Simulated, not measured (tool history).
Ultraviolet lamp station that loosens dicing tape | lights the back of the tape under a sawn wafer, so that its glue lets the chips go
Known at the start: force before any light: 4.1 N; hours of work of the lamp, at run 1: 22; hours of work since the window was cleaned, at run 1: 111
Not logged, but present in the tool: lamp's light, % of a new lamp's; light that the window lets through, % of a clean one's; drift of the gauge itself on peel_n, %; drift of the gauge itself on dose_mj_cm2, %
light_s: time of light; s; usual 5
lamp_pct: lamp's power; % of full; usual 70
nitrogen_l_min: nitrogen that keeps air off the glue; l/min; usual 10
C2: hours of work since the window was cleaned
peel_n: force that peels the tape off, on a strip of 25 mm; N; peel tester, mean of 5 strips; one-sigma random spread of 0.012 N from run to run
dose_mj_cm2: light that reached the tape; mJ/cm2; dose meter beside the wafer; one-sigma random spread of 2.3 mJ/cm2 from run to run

{"run": 1, "hour": 0.0, "light_s": 5, "lamp_pct": 70, "nitrogen_l_min": 10, "hours of work of the lamp": 22, "C2": 111, "peel_n": 0.551, "dose_mj_cm2": 205}
{"run": 2, "hour": 12.5, "light_s": 5, "lamp_pct": 70, "nitrogen_l_min": 10, "hours of work of the lamp": 31, "C2": 120, "peel_n": 0.573, "dose_mj_cm2": 212}
{"run": 3, "hour": 25.6, "light_s": 5, "lamp_pct": 70, "nitrogen_l_min": 10, "hours of work of the lamp": 41, "C2": 131, "peel_n": 0.573, "dose_mj_cm2": 202}
{"run": 4, "hour": 34.5, "light_s": 5, "lamp_pct": 70, "nitrogen_l_min": 10, "hours of work of the lamp": 48, "C2": 137, "peel_n": 0.576, "dose_mj_cm2": 200}
{"run": 5, "hour": 47.8, "light_s": 5, "lamp_pct": 70, "nitrogen_l_min": 10, "hours of work of the lamp": 58, "C2": 148, "peel_n": 0.587, "dose_mj_cm2": 205}
{"run": 6, "hour": 59.5, "light_s": 5, "lamp_pct": 70, "nitrogen_l_min": 10, "hours of work of the lamp": 67, "C2": 157, "peel_n": 0.582, "dose_mj_cm2": 202}
{"run": 7, "hour": 66.8, "light_s": 5, "lamp_pct": 70, "nitrogen_l_min": 10, "hours of work of the lamp": 73, "C2": 162, "peel_n": 0.575, "dose_mj_cm2": 202}
{"run": 8, "hour": 82.9, "light_s": 5, "lamp_pct": 70, "nitrogen_l_min": 10, "hours of work of the lamp": 85, "C2": 175, "peel_n": 0.611, "dose_mj_cm2": 202}
{"run": 9, "hour": 91.1, "light_s": 5, "lamp_pct": 70, "nitrogen_l_min": 10, "hours of work of the lamp": 92, "C2": 181, "peel_n": 0.577, "dose_mj_cm2": 200}
{"run": 10, "hour": 98.5, "light_s": 5, "lamp_pct": 70, "nitrogen_l_min": 10, "hours of work of the lamp": 97, "C2": 187, "peel_n": 0.615, "dose_mj_cm2": 202}
{"run": 11, "hour": 114.8, "light_s": 5, "lamp_pct": 70, "nitrogen_l_min": 10, "hours of work of the lamp": 110, "C2": 199, "peel_n": 0.608, "dose_mj_cm2": 199}
{"run": 12, "hour": 127.8, "light_s": 5, "lamp_pct": 87, "nitrogen_l_min": 10, "hours of work of the lamp": 120, "C2": 209, "peel_n": 0.447, "dose_mj_cm2": 248}
{"run": 13, "hour": 139.3, "light_s": 4, "lamp_pct": 70, "nitrogen_l_min": 10, "hours of work of the lamp": 129, "C2": 218, "peel_n": 0.876, "dose_mj_cm2": 156}
{"run": 14, "hour": 148.8, "light_s": 4, "lamp_pct": 70, "nitrogen_l_min": 10, "hours of work of the lamp": 136, "C2": 225, "peel_n": 0.85, "dose_mj_cm2": 154}
{"run": 15, "hour": 155.4, "light_s": 5, "lamp_pct": 70, "nitrogen_l_min": 19, "hours of work of the lamp": 141, "C2": 230, "peel_n": 0.472, "dose_mj_cm2": 192}
{"run": 16, "hour": 165.7, "light_s": 5, "lamp_pct": 82, "nitrogen_l_min": 10, "hours of work of the lamp": 149, "C2": 238, "peel_n": 0.485, "dose_mj_cm2": 226}
{"run": 17, "hour": 175.4, "light_s": 5, "lamp_pct": 82, "nitrogen_l_min": 10, "hours of work of the lamp": 156, "C2": 246, "peel_n": 0.482, "dose_mj_cm2": 224}
{"run": 18, "hour": 184.2, "light_s": 5, "lamp_pct": 82, "nitrogen_l_min": 10, "hours of work of the lamp": 163, "C2": 253, "peel_n": 0.494, "dose_mj_cm2": 224}
{"hour": 185.8, "done": "window cleaned of glue's vapour"}
{"run": 19, "hour": 195.5, "light_s": 5, "lamp_pct": 82, "nitrogen_l_min": 10, "hours of work of the lamp": 172, "C2": 7, "peel_n": 0.437, "dose_mj_cm2": 235}
{"run": 20, "hour": 209.3, "light_s": 5, "lamp_pct": 70, "nitrogen_l_min": 10, "hours of work of the lamp": 182, "C2": 18, "peel_n": 0.58, "dose_mj_cm2": 204}
{"run": 21, "hour": 217.8, "light_s": 5, "lamp_pct": 70, "nitrogen_l_min": 10, "hours of work of the lamp": 189, "C2": 25, "peel_n": 0.604, "dose_mj_cm2": 202}
{"run": 22, "hour": 229.7, "light_s": 5, "lamp_pct": 70, "nitrogen_l_min": 6, "hours of work of the lamp": 198, "C2": 34, "peel_n": 0.794, "dose_mj_cm2": 198}
{"run": 23, "hour": 240.3, "light_s": 9, "lamp_pct": 73, "nitrogen_l_min": 3, "hours of work of the lamp": 206, "C2": 42, "peel_n": 0.414, "dose_mj_cm2": 371}
{"run": 24, "hour": 252.2, "light_s": 9, "lamp_pct": 73, "nitrogen_l_min": 3, "hours of work of the lamp": 215, "C2": 51, "peel_n": 0.439, "dose_mj_cm2": 367}
{"run": 25, "hour": 265.3, "light_s": 9, "lamp_pct": 73, "nitrogen_l_min": 3, "hours of work of the lamp": 225, "C2": 61, "peel_n": 0.411, "dose_mj_cm2": 373}
{"run": 26, "hour": 274.0, "light_s": 5, "lamp_pct": 91, "nitrogen_l_min": 10, "hours of work of the lamp": 232, "C2": 68, "peel_n": 0.407, "dose_mj_cm2": 254}
{"run": 27, "hour": 283.3, "light_s": 8, "lamp_pct": 68, "nitrogen_l_min": 14, "hours of work of the lamp": 239, "C2": 75, "peel_n": 0.281, "dose_mj_cm2": 304}
{"run": 28, "hour": 293.4, "light_s": 5, "lamp_pct": 65, "nitrogen_l_min": 10, "hours of work of the lamp": 247, "C2": 83, "peel_n": 0.707, "dose_mj_cm2": 181}
{"run": 29, "hour": 308.8, "light_s": 6, "lamp_pct": 99, "nitrogen_l_min": 15, "hours of work of the lamp": 259, "C2": 95, "peel_n": 0.243, "dose_mj_cm2": 327}
{"run": 30, "hour": 318.8, "light_s": 3, "lamp_pct": 72, "nitrogen_l_min": 4, "hours of work of the lamp": 266, "C2": 102, "peel_n": 1.663, "dose_mj_cm2": 117}
{"run": 31, "hour": 325.4, "light_s": 3, "lamp_pct": 94, "nitrogen_l_min": 8, "hours of work of the lamp": 272, "C2": 107, "peel_n": 0.985, "dose_mj_cm2": 155}
{"run": 32, "hour": 338.3, "light_s": 3, "lamp_pct": 94, "nitrogen_l_min": 8, "hours of work of the lamp": 281, "C2": 117, "peel_n": 0.955, "dose_mj_cm2": 157}
{"run": 33, "hour": 345.2, "light_s": 5, "lamp_pct": 70, "nitrogen_l_min": 8, "hours of work of the lamp": 287, "C2": 123, "peel_n": 0.709, "dose_mj_cm2": 189}
{"run": 34, "hour": 359.3, "light_s": 5, "lamp_pct": 70, "nitrogen_l_min": 8, "hours of work of the lamp": 298, "C2": 133, "peel_n": 0.714, "dose_mj_cm2": 191}
{"run": 35, "hour": 373.5, "light_s": 5, "lamp_pct": 69, "nitrogen_l_min": 7, "hours of work of the lamp": 309, "C2": 144, "peel_n": 0.794, "dose_mj_cm2": 181}
{"run": 36, "hour": 388.7, "light_s": 9, "lamp_pct": 70, "nitrogen_l_min": 20, "hours of work of the lamp": 320, "C2": 156, "peel_n": 0.225, "dose_mj_cm2": 333}
{"run": 37, "hour": 399.6, "light_s": 5, "lamp_pct": 70, "nitrogen_l_min": 9, "hours of work of the lamp": 329, "C2": 164, "peel_n": 0.704, "dose_mj_cm2": 189}
{"run": 38, "hour": 414.8, "light_s": 5, "lamp_pct": 70, "nitrogen_l_min": 9, "hours of work of the lamp": 340, "C2": 176, "peel_n": 0.691, "dose_mj_cm2": 183}
{"run": 39, "hour": 423.5, "light_s": 3, "lamp_pct": 70, "nitrogen_l_min": 10, "hours of work of the lamp": 347, "C2": 183, "peel_n": 1.295, "dose_mj_cm2": 111}
{"run": 40, "hour": 434.0, "light_s": 8, "lamp_pct": 70, "nitrogen_l_min": 16, "hours of work of the lamp": 355, "C2": 191, "peel_n": 0.287, "dose_mj_cm2": 288}
{"run": 41, "hour": 448.7, "light_s": 5, "lamp_pct": 96, "nitrogen_l_min": 11, "hours of work of the lamp": 366, "C2": 202, "peel_n": 0.403, "dose_mj_cm2": 250}
{"run": 42, "hour": 459.3, "light_s": 5, "lamp_pct": 96, "nitrogen_l_min": 11, "hours of work of the lamp": 375, "C2": 210, "peel_n": 0.401, "dose_mj_cm2": 248}
{"run": 43, "hour": 466.4, "light_s": 5, "lamp_pct": 96, "nitrogen_l_min": 11, "hours of work of the lamp": 380, "C2": 216, "peel_n": 0.399, "dose_mj_cm2": 248}
{"run": 44, "hour": 476.2, "light_s": 9, "lamp_pct": 87, "nitrogen_l_min": 5, "hours of work of the lamp": 388, "C2": 223, "peel_n": 0.288, "dose_mj_cm2": 405}

Here are 4 independent what-if runs from the current tool condition. What would each one return?
{"run": "A", "hour": 483.6, "light_s": 8, "lamp_pct": 91, "nitrogen_l_min": 15, "hours of work of the lamp": 393, "C2": 229, "peel_n": "?", "dose_mj_cm2": "?"}
{"run": "B", "hour": 483.6, "light_s": 3, "lamp_pct": 63, "nitrogen_l_min": 10, "hours of work of the lamp": 393, "C2": 229, "peel_n": "?", "dose_mj_cm2": "?"}
{"run": "C", "hour": 483.6, "light_s": 2, "lamp_pct": 78, "nitrogen_l_min": 5, "hours of work of the lamp": 393, "C2": 229, "peel_n": "?", "dose_mj_cm2": "?"}
{"run": "D", "hour": 483.6, "light_s": 6, "lamp_pct": 69, "nitrogen_l_min": 16, "hours of work of the lamp": 393, "C2": 229, "peel_n": "?", "dose_mj_cm2": "?"}

run=A peel_n=0.226 dose_mj_cm2=366
run=B peel_n=1.535 dose_mj_cm2=99
run=C peel_n=2.119 dose_mj_cm2=79
run=D peel_n=0.434 dose_mj_cm2=210
Without the tool's hidden state the same runs would have given:
run=A peel_n=0.201 dose_mj_cm2=447
run=B peel_n=1.248 dose_mj_cm2=121
run=C peel_n=1.839 dose_mj_cm2=97
run=D peel_n=0.32 dose_mj_cm2=257
